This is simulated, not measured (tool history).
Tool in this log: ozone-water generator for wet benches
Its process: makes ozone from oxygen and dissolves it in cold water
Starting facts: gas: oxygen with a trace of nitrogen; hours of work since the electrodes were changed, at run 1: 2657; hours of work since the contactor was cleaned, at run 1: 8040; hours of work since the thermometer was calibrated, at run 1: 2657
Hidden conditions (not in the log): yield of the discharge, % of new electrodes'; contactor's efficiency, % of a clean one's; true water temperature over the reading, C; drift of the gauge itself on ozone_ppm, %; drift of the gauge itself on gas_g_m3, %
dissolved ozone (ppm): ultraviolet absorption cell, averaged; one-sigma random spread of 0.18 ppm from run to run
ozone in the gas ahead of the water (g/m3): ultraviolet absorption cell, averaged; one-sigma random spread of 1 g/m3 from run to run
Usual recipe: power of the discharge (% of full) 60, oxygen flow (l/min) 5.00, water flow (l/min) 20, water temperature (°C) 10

| run | hour | power of the discharge (% of full) | oxygen flow (l/min) | water flow (l/min) | water temperature (°C) | hours of work since the electrodes were changed | hours of work since the contactor was cleaned | hours of work since the thermometer was calibrated | dissolved ozone (ppm) | ozone in the gas ahead of the water (g/m3) |
|---|---|---|---|---|---|---|---|---|---|---|
| 1 | 0.0 | 60 | 5.00 | 20 | 10 | 2657 | 8040 | 2657 | 23.9 | 180.0 |
| 2 | 83.3 | 60 | 5.00 | 20 | 10 | 2723 | 8106 | 2723 | 24.2 | 178.7 |
| 3 | 179.5 | 54 | 5.00 | 20 | 10 | 2798 | 8182 | 2798 | 22.8 | 171.0 |
| 4 | 345.8 | 54 | 5.00 | 17 | 10 | 2930 | 8314 | 2930 | 25.4 | 170.3 |
| 5 | 466.3 | 60 | 5.00 | 20 | 10 | 3025 | 8409 | 3025 | 24.1 | 180.9 |
| 6 | 553.8 | 60 | 3.16 | 20 | 10 | 3094 | 8478 | 3094 | 21.9 | 225.4 |
| 7 | 725.3 | 60 | 3.16 | 20 | 10 | 3229 | 8613 | 3229 | 21.7 | 225.6 |
| 8 | 885.8 | 60 | 3.16 | 20 | 10 | 3356 | 8740 | 3356 | 22.0 | 225.9 |
| 9 | 973.1 | 60 | 3.16 | 20 | 10 | 3425 | 8809 | 3425 | 21.8 | 228.5 |
| 10 | 1065.3 | 60 | 3.16 | 20 | 10 | 3498 | 8882 | 3498 | 22.0 | 227.4 |
| 11 | 1150.8 | 60 | 3.16 | 20 | 10 | 3565 | 8949 | 3565 | 21.8 | 226.2 |
| 12 | 1303.9 | 60 | 3.16 | 20 | 10 | 3686 | 9070 | 3686 | 22.2 | 225.2 |
| 13 | 1379.9 | 60 | 3.03 | 20 | 10 | 3746 | 9130 | 3746 | 21.6 | 232.8 |
| 14 | 1489.3 | 60 | 3.03 | 20 | 10 | 3833 | 9217 | 3833 | 21.9 | 232.5 |
|  | 1623.9 | water thermometer calibrated |
| 15 | 1623.9 | 100 | 2.57 | 29 | 9 | 3939 | 9322 | 0 | 19.6 | 334.0 |
| 16 | 1705.4 | 100 | 2.57 | 29 | 9 | 4003 | 9387 | 64 | 19.7 | 334.8 |
| 17 | 1840.4 | 52 | 6.13 | 22 | 13 | 4110 | 9493 | 171 | 20.3 | 154.1 |

Run 18 is up next; what results do you expect?
| 18 | 2017.8 | 89 | 7.82 | 20 | 18 | 4250 | 9633 | 311 | ? | ? |

dissolved ozone (ppm): 27.3
ozone in the gas ahead of the water (g/m3): 185.7
On a tool with no hidden condition, and with the same random variation, this run would have come out at dissolved ozone (ppm) 27.3, ozone in the gas ahead of the water (g/m3) 181.9.
